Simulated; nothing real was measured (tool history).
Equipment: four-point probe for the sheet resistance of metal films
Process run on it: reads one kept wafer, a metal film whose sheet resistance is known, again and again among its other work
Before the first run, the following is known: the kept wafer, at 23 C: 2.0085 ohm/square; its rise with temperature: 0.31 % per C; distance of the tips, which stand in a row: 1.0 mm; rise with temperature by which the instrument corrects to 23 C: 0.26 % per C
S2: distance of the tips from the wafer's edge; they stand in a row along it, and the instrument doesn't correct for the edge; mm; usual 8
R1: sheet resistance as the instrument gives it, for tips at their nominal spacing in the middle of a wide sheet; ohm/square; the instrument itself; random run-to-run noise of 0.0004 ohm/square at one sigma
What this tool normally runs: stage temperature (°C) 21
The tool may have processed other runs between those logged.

{"run": 1, "hour": 0.0, "stage temperature (°C)": 21, "S2": 8, "R1": 2.025207}
{"run": 2, "hour": 23.2, "stage temperature (°C)": 21, "S2": 8, "R1": 2.025451}
{"run": 3, "hour": 44.5, "stage temperature (°C)": 21, "S2": 8, "R1": 2.025758}
{"run": 4, "hour": 80.2, "stage temperature (°C)": 21, "S2": 8, "R1": 2.025673}
{"run": 5, "hour": 117.7, "stage temperature (°C)": 21, "S2": 8, "R1": 2.024877}
{"run": 6, "hour": 137.7, "stage temperature (°C)": 25, "S2": 8, "R1": 2.028869}
{"run": 7, "hour": 161.5, "stage temperature (°C)": 21, "S2": 8, "R1": 2.02502}
{"run": 8, "hour": 187.0, "stage temperature (°C)": 21, "S2": 8, "R1": 2.025107}
{"run": 9, "hour": 221.1, "stage temperature (°C)": 21, "S2": 8, "R1": 2.024613}
{"hour": 224.5, "done": "stage's thermometer calibrated"}
{"run": 10, "hour": 238.7, "stage temperature (°C)": 21, "S2": 8, "R1": 2.024593}
{"run": 11, "hour": 278.8, "stage temperature (°C)": 21, "S2": 8, "R1": 2.024581}
{"hour": 283.1, "done": "stage's thermometer calibrated, once more"}
{"run": 12, "hour": 298.9, "stage temperature (°C)": 21, "S2": 8, "R1": 2.025786}
{"run": 13, "hour": 316.3, "stage temperature (°C)": 21, "S2": 8, "R1": 2.025889}
{"run": 14, "hour": 334.4, "stage temperature (°C)": 21, "S2": 8, "R1": 2.025895}
{"run": 15, "hour": 356.3, "stage temperature (°C)": 21, "S2": 8, "R1": 2.025638}
{"run": 16, "hour": 389.6, "stage temperature (°C)": 21, "S2": 8, "R1": 2.024626}
{"run": 17, "hour": 428.0, "stage temperature (°C)": 21, "S2": 75, "R1": 2.008347}
{"run": 18, "hour": 449.6, "stage temperature (°C)": 21, "S2": 75, "R1": 2.008871}
{"run": 19, "hour": 466.9, "stage temperature (°C)": 27, "S2": 6, "R1": 2.043995}
{"run": 20, "hour": 487.1, "stage temperature (°C)": 27, "S2": 6, "R1": 2.04387}
{"run": 21, "hour": 510.4, "stage temperature (°C)": 23, "S2": 21, "R1": 2.012684}
{"run": 22, "hour": 549.3, "stage temperature (°C)": 31, "S2": 46, "R1": 2.017953}
{"run": 23, "hour": 581.3, "stage temperature (°C)": 21, "S2": 17, "R1": 2.011476}
{"run": 24, "hour": 598.6, "stage temperature (°C)": 21, "S2": 17, "R1": 2.011638}
{"run": 25, "hour": 622.5, "stage temperature (°C)": 21, "S2": 12, "R1": 2.015466}
{"run": 26, "hour": 663.6, "stage temperature (°C)": 31, "S2": 6, "R1": 2.047694}
{"run": 27, "hour": 693.4, "stage temperature (°C)": 31, "S2": 6, "R1": 2.046957}
{"run": 28, "hour": 733.2, "stage temperature (°C)": 20, "S2": 4, "R1": 2.071103}
{"run": 29, "hour": 758.2, "stage temperature (°C)": 31, "S2": 3, "R1": 2.131376}
{"run": 30, "hour": 783.5, "stage temperature (°C)": 21, "S2": 17, "R1": 2.010928}
{"run": 31, "hour": 809.8, "stage temperature (°C)": 30, "S2": 6, "R1": 2.046065}
{"run": 32, "hour": 827.0, "stage temperature (°C)": 30, "S2": 6, "R1": 2.046005}

The logged runs with the hidden state left out (each run's random variation unchanged):
The hidden state here: inner tips' distance over the nominal, %; tips' flats over new ones', %; wafer's true temperature over the reading, C; drift of the gauge itself on sheet_ohm, %.
run=1 R1=2.022953
run=2 R1=2.023271
run=3 R1=2.023639
run=4 R1=2.023661
run=5 R1=2.022972
run=6 R1=2.02701
run=7 R1=2.023245
run=8 R1=2.023409
run=9 R1=2.023018
run=10 R1=2.023321
run=11 R1=2.023424
run=12 R1=2.023453
run=13 R1=2.023604
run=14 R1=2.023661
run=15 R1=2.023471
run=16 R1=2.022563
run=17 R1=2.006416
run=18 R1=2.007001
run=19 R1=2.042136
run=20 R1=2.042071
run=21 R1=2.010983
run=22 R1=2.016352
run=23 R1=2.009994
run=24 R1=2.010209
run=25 R1=2.014108
run=26 R1=2.046423
run=27 R1=2.045775
run=28 R1=2.070049
run=29 R1=2.13035
run=30 R1=2.010047
run=31 R1=2.045231
run=32 R1=2.045223

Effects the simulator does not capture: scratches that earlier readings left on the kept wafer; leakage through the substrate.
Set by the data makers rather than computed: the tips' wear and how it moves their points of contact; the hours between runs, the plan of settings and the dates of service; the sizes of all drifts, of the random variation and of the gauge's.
